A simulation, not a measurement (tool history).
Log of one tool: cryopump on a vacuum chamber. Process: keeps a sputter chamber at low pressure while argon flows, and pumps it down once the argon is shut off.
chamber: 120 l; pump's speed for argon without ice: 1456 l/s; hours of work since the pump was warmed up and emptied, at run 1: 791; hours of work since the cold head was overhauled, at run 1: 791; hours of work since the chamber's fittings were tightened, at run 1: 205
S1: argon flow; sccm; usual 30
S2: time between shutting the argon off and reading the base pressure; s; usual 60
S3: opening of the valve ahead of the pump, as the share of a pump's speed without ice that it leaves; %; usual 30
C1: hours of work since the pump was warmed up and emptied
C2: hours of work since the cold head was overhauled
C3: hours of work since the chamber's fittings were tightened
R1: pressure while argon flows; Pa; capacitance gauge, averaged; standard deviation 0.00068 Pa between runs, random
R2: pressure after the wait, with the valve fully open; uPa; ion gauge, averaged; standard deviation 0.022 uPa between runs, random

| run | hour | S1 | S2 | S3 | C1 | C2 | C3 | R1 | R2 |
|---|---|---|---|---|---|---|---|---|---|
| 1 | 0.0 | 30 | 60 | 30 | 791 | 791 | 205 | 0.1281 | 1.03 |
| 2 | 20.5 | 30 | 60 | 30 | 810 | 810 | 223 | 0.1269 | 1.07 |
| 3 | 42.7 | 30 | 60 | 17 | 829 | 829 | 242 | 0.2173 | 1.08 |
| 4 | 61.3 | 30 | 60 | 17 | 845 | 845 | 259 | 0.2149 | 1.10 |
| 5 | 75.9 | 30 | 60 | 17 | 858 | 858 | 272 | 0.2180 | 1.14 |
| 6 | 92.1 | 30 | 60 | 30 | 873 | 873 | 286 | 0.1295 | 1.17 |
| 7 | 107.7 | 30 | 60 | 30 | 886 | 886 | 300 | 0.1293 | 1.14 |
| 8 | 133.3 | 30 | 127 | 30 | 909 | 909 | 322 | 0.1300 | 1.03 |
| 9 | 159.7 | 30 | 127 | 30 | 932 | 932 | 346 | 0.1298 | 0.97 |
| 10 | 177.2 | 30 | 127 | 30 | 948 | 948 | 361 | 0.1305 | 1.04 |
| 11 | 196.5 | 30 | 127 | 30 | 965 | 965 | 378 | 0.1305 | 1.07 |
| 12 | 212.6 | 30 | 21 | 30 | 979 | 979 | 392 | 0.1319 | 2.15 |
| 13 | 234.5 | 30 | 60 | 30 | 998 | 998 | 411 | 0.1314 | 1.39 |
| 14 | 250.6 | 30 | 60 | 30 | 1012 | 1012 | 426 | 0.1328 | 1.43 |
| 15 | 265.2 | 30 | 60 | 30 | 1025 | 1025 | 439 | 0.1324 | 1.43 |
| 16 | 280.4 | 32 | 60 | 30 | 1039 | 1039 | 452 | 0.1402 | 1.40 |
| 17 | 298.2 | 32 | 60 | 30 | 1054 | 1054 | 468 | 0.1412 | 1.49 |
| 18 | 320.0 | 30 | 100 | 37 | 1073 | 1073 | 487 | 0.1114 | 1.28 |
|  | 335.5 | pump warmed up, emptied and cooled again |
| 19 | 345.5 | 31 | 225 | 30 | 9 | 1092 | 505 | 0.1209 | 0.89 |
| 20 | 369.5 | 31 | 225 | 30 | 30 | 1113 | 526 | 0.1210 | 0.86 |
| 21 | 387.1 | 40 | 185 | 30 | 45 | 1128 | 542 | 0.1561 | 0.94 |
| 22 | 403.4 | 40 | 185 | 30 | 60 | 1143 | 556 | 0.1558 | 0.93 |
| 23 | 427.3 | 39 | 132 | 46 | 81 | 1164 | 577 | 0.1003 | 1.04 |
| 24 | 441.3 | 39 | 132 | 46 | 93 | 1176 | 589 | 0.1007 | 1.04 |
| 25 | 453.0 | 34 | 155 | 30 | 104 | 1186 | 600 | 0.1342 | 1.06 |
| 26 | 470.7 | 34 | 155 | 30 | 119 | 1202 | 615 | 0.1338 | 1.06 |
| 27 | 490.1 | 46 | 62 | 21 | 136 | 1219 | 632 | 0.2568 | 1.31 |
| 28 | 508.3 | 46 | 62 | 21 | 152 | 1235 | 648 | 0.2598 | 1.29 |
| 29 | 534.6 | 30 | 32 | 54 | 175 | 1258 | 672 | 0.0670 | 1.85 |
| 30 | 556.5 | 30 | 32 | 54 | 195 | 1278 | 691 | 0.0668 | 1.76 |
| 31 | 585.2 | 57 | 32 | 33 | 220 | 1303 | 716 | 0.2048 | 1.83 |
| 32 | 613.0 | 30 | 72 | 54 | 245 | 1327 | 741 | 0.0675 | 1.45 |
| 33 | 640.2 | 33 | 26 | 30 | 269 | 1351 | 765 | 0.1319 | 2.18 |
| 34 | 665.7 | 41 | 60 | 30 | 291 | 1374 | 787 | 0.1658 | 1.54 |

Had the tool no unlogged condition, and each run kept its random variation, what would the results have been?
Hidden conditions of the tool in this case: pump's speed, % of a pump's without ice; cold plate's temperature, K; leak into the chamber, uPa l/s; drift of the gauge itself on working_pa, %; drift of the gauge itself on base_upa, %.
| run | R1 | R2 |
|---|---|---|
| 1 | 0.1165 | 0.63 |
| 2 | 0.1151 | 0.64 |
| 3 | 0.2050 | 0.63 |
| 4 | 0.2025 | 0.63 |
| 5 | 0.2052 | 0.64 |
| 6 | 0.1164 | 0.66 |
| 7 | 0.1161 | 0.60 |
| 8 | 0.1161 | 0.44 |
| 9 | 0.1157 | 0.38 |
| 10 | 0.1160 | 0.41 |
| 11 | 0.1157 | 0.41 |
| 12 | 0.1166 | 1.47 |
| 13 | 0.1159 | 0.67 |
| 14 | 0.1168 | 0.68 |
| 15 | 0.1162 | 0.67 |
| 16 | 0.1228 | 0.63 |
| 17 | 0.1233 | 0.65 |
| 18 | 0.0941 | 0.45 |
| 19 | 0.1200 | 0.36 |
| 20 | 0.1199 | 0.32 |
| 21 | 0.1544 | 0.37 |
| 22 | 0.1539 | 0.35 |
| 23 | 0.0981 | 0.42 |
| 24 | 0.0983 | 0.40 |
| 25 | 0.1320 | 0.41 |
| 26 | 0.1314 | 0.40 |
| 27 | 0.2532 | 0.63 |
| 28 | 0.2559 | 0.58 |
| 29 | 0.0642 | 1.09 |
| 30 | 0.0638 | 1.01 |
| 31 | 0.1985 | 1.02 |
| 32 | 0.0639 | 0.60 |
| 33 | 0.1276 | 1.29 |
| 34 | 0.1599 | 0.65 |
